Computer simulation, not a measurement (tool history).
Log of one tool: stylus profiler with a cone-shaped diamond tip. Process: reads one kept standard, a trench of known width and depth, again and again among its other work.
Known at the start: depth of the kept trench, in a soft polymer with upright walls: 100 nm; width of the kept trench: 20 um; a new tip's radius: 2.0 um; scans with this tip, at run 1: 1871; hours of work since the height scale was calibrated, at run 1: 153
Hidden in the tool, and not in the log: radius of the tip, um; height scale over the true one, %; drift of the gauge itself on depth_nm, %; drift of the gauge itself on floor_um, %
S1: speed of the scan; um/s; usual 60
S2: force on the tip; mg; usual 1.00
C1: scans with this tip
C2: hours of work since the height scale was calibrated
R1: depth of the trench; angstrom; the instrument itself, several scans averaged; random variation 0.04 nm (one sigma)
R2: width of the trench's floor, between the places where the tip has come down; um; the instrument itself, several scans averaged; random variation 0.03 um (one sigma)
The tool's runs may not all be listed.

{"run": 1, "day": 0.0, "S1": 60, "S2": 1.0, "C1": 1871, "C2": 153, "R1": 1003.8, "R2": 18.44}
{"run": 2, "day": 0.604, "S1": 114, "S2": 1.0, "C1": 1949, "C2": 160, "R1": 1003.9, "R2": 18.15}
{"run": 3, "day": 1.421, "S1": 43, "S2": 1.0, "C1": 2053, "C2": 168, "R1": 1004.6, "R2": 18.47}
{"run": 4, "day": 2.117, "S1": 43, "S2": 0.53, "C1": 2141, "C2": 176, "R1": 1003.2, "R2": 18.39}
{"run": 5, "day": 3.046, "S1": 60, "S2": 0.4, "C1": 2259, "C2": 185, "R1": 1001.6, "R2": 18.27}
{"run": 6, "day": 4.338, "S1": 194, "S2": 1.0, "C1": 2424, "C2": 199, "R1": 1003.9, "R2": 17.76}
{"run": 7, "day": 5.117, "S1": 60, "S2": 1.0, "C1": 2523, "C2": 207, "R1": 1003.8, "R2": 18.37}
{"run": 8, "day": 5.962, "S1": 60, "S2": 1.0, "C1": 2631, "C2": 216, "R1": 1004.6, "R2": 18.37}
{"run": 9, "day": 7.104, "S1": 60, "S2": 1.0, "C1": 2777, "C2": 228, "R1": 1003.6, "R2": 18.38}
{"run": 10, "day": 8.162, "S1": 60, "S2": 1.0, "C1": 2911, "C2": 239, "R1": 1003.9, "R2": 18.37}
{"run": 11, "day": 9.383, "S1": 60, "S2": 1.0, "C1": 3067, "C2": 252, "R1": 1004.5, "R2": 18.37}
{"run": 12, "day": 10.617, "S1": 60, "S2": 1.0, "C1": 3224, "C2": 264, "R1": 1004.0, "R2": 18.43}
{"run": 13, "day": 11.488, "S1": 60, "S2": 1.0, "C1": 3335, "C2": 274, "R1": 1003.5, "R2": 18.4}
{"run": 14, "day": 12.588, "S1": 60, "S2": 1.0, "C1": 3475, "C2": 285, "R1": 1003.7, "R2": 18.32}
{"run": 15, "day": 13.825, "S1": 60, "S2": 1.0, "C1": 3633, "C2": 298, "R1": 1003.5, "R2": 18.27}
{"run": 16, "day": 15.042, "S1": 60, "S2": 1.0, "C1": 3788, "C2": 311, "R1": 1003.8, "R2": 18.35}
{"run": 17, "day": 16.079, "S1": 60, "S2": 1.0, "C1": 3920, "C2": 321, "R1": 1003.5, "R2": 18.37}
{"run": 18, "day": 16.846, "S1": 60, "S2": 2.84, "C1": 4018, "C2": 330, "R1": 1007.7, "R2": 18.46}
{"run": 19, "day": 18.188, "S1": 60, "S2": 2.84, "C1": 4189, "C2": 344, "R1": 1007.8, "R2": 18.49}
{"run": 20, "day": 18.858, "S1": 16, "S2": 1.0, "C1": 4274, "C2": 351, "R1": 1004.7, "R2": 18.55}
{"run": 21, "day": 20.017, "S1": 85, "S2": 1.0, "C1": 4422, "C2": 363, "R1": 1003.9, "R2": 18.2}
{"run": 22, "day": 20.958, "S1": 25, "S2": 0.62, "C1": 4542, "C2": 372, "R1": 1003.6, "R2": 18.46}
{"run": 23, "day": 22.275, "S1": 150, "S2": 1.12, "C1": 4710, "C2": 386, "R1": 1004.9, "R2": 17.96}
{"run": 24, "day": 23.238, "S1": 33, "S2": 0.61, "C1": 4832, "C2": 396, "R1": 1003.8, "R2": 18.41}
{"run": 25, "day": 23.912, "S1": 36, "S2": 1.47, "C1": 4918, "C2": 403, "R1": 1005.4, "R2": 18.43}
{"run": 26, "day": 25.129, "S1": 45, "S2": 1.47, "C1": 5073, "C2": 416, "R1": 1005.6, "R2": 18.49}
{"run": 27, "day": 26.092, "S1": 45, "S2": 1.47, "C1": 5196, "C2": 426, "R1": 1005.8, "R2": 18.39}
{"run": 28, "day": 26.646, "S1": 45, "S2": 1.47, "C1": 5266, "C2": 432, "R1": 1005.0, "R2": 18.45}
{"run": 29, "day": 27.275, "S1": 45, "S2": 1.47, "C1": 5347, "C2": 438, "R1": 1005.1, "R2": 18.39}
{"run": 30, "day": 28.242, "S1": 45, "S2": 0.49, "C1": 5470, "C2": 449, "R1": 1002.9, "R2": 18.3}
{"run": 31, "day": 28.85, "S1": 49, "S2": 0.51, "C1": 5547, "C2": 455, "R1": 1003.3, "R2": 18.3}
{"run": 32, "day": 30.154, "S1": 49, "S2": 0.51, "C1": 5714, "C2": 469, "R1": 1003.6, "R2": 18.21}
{"run": 33, "day": 30.975, "S1": 49, "S2": 0.51, "C1": 5818, "C2": 477, "R1": 1003.4, "R2": 18.26}
{"run": 34, "day": 32.212, "S1": 48, "S2": 1.38, "C1": 5976, "C2": 490, "R1": 1004.6, "R2": 18.32}
{"run": 35, "day": 33.546, "S1": 191, "S2": 1.18, "C1": 6146, "C2": 504, "R1": 1004.5, "R2": 17.75}
{"run": 36, "day": 34.396, "S1": 84, "S2": 0.81, "C1": 6254, "C2": 513, "R1": 1003.8, "R2": 18.15}

The next listed run, before its measurement:
{"run": 37, "day": 35.192, "S1": 45, "S2": 2.09, "C1": 6356, "C2": 521, "R1": "?", "R2": "?"}

Run 37 gave R1 1006.2 angstrom, R2 18.46 um.
Without the tool's hidden state the same run would have given R1 1005.1 angstrom, R2 18.64 um.
